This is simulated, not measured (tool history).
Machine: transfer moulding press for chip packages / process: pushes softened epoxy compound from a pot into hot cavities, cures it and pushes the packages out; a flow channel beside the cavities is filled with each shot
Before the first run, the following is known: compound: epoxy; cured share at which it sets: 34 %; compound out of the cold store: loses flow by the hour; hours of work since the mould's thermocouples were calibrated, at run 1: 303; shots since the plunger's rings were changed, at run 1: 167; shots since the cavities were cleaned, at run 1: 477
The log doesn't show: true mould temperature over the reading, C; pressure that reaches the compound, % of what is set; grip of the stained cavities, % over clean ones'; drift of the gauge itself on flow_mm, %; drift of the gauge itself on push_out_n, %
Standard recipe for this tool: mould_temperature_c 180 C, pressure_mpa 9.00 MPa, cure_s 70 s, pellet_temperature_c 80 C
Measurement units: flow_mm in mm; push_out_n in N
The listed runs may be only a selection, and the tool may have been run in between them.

run	day	mould_temperature_c	pressure_mpa	cure_s	pellet_temperature_c	hours of work since the mould's thermocouples were calibrated	shots since the plunger's rings were changed	shots since the cavities were cleaned	incoming compound's hours out of the cold store	flow_mm	push_out_n
1	0.000	180	9.00	70	80	303	167	477	44.0	851	767
# day 0.421: cavities cleaned with cleaning compound and waxed
2	1.600	180	9.00	70	80	330	821	501	26.1	902	813
# day 2.025: cavities cleaned with cleaning compound and waxed
3	3.017	180	9.00	70	80	354	1398	422	20.9	914	799
# day 3.688: cavities cleaned with cleaning compound and waxed
4	4.938	180	9.00	99	80	386	2190	532	45.5	840	609
# day 5.217: cavities cleaned with cleaning compound and waxed
5	6.054	180	9.00	70	80	405	2638	355	27.5	887	798
# day 6.958: cavities cleaned with cleaning compound and waxed
6	7.783	180	9.00	70	80	435	3349	351	29.7	872	764
# day 8.475: plunger's sealing rings changed
# day 8.650: cavities cleaned with cleaning compound and waxed
7	9.517	180	7.72	65	80	462	417	370	28.5	836	931
# day 10.300: cavities cleaned with cleaning compound and waxed
8	10.908	180	7.72	94	84	486	983	259	9.9	879	530
# day 11.929: cavities cleaned with cleaning compound and waxed
9	12.804	180	10.78	85	80	518	1763	371	25.9	981	626
# day 13.567: cavities cleaned with cleaning compound and waxed
10	14.958	180	9.00	92	79	555	2655	593	12.7	938	643
# day 15.171: cavities cleaned with cleaning compound and waxed
# day 16.804: cavities cleaned with cleaning compound and waxed
# day 17.362: plunger's sealing rings changed
11	17.425	186	9.00	84	79	595	25	220	24.2	901	525

What if the next run were any one of these 5? Each begins from the tool's condition after run 11:
# day 18.454: cavities cleaned with cleaning compound and waxed
A	18.917	174	9.00	70	74	620	634	197	22.8	?	?
# day 18.454: cavities cleaned with cleaning compound and waxed
B	18.917	181	8.36	84	79	620	634	197	11.4	?	?
# day 18.454: cavities cleaned with cleaning compound and waxed
C	18.917	181	9.00	52	77	620	634	197	27.4	?	?
# day 18.454: cavities cleaned with cleaning compound and waxed
D	18.917	186	9.00	58	79	620	634	197	23.8	?	?
# day 18.454: cavities cleaned with cleaning compound and waxed
E	18.917	177	9.64	84	75	620	634	197	39.2	?	?

run	flow_mm	push_out_n
A	943	1049
B	924	561
C	901	1328
D	896	752
E	910	612
Take away the tool's hidden state, keep each run's random variation, and the runs would have read:
run	flow_mm	push_out_n
A	946	746
B	927	421
C	904	951
D	899	544
E	913	451

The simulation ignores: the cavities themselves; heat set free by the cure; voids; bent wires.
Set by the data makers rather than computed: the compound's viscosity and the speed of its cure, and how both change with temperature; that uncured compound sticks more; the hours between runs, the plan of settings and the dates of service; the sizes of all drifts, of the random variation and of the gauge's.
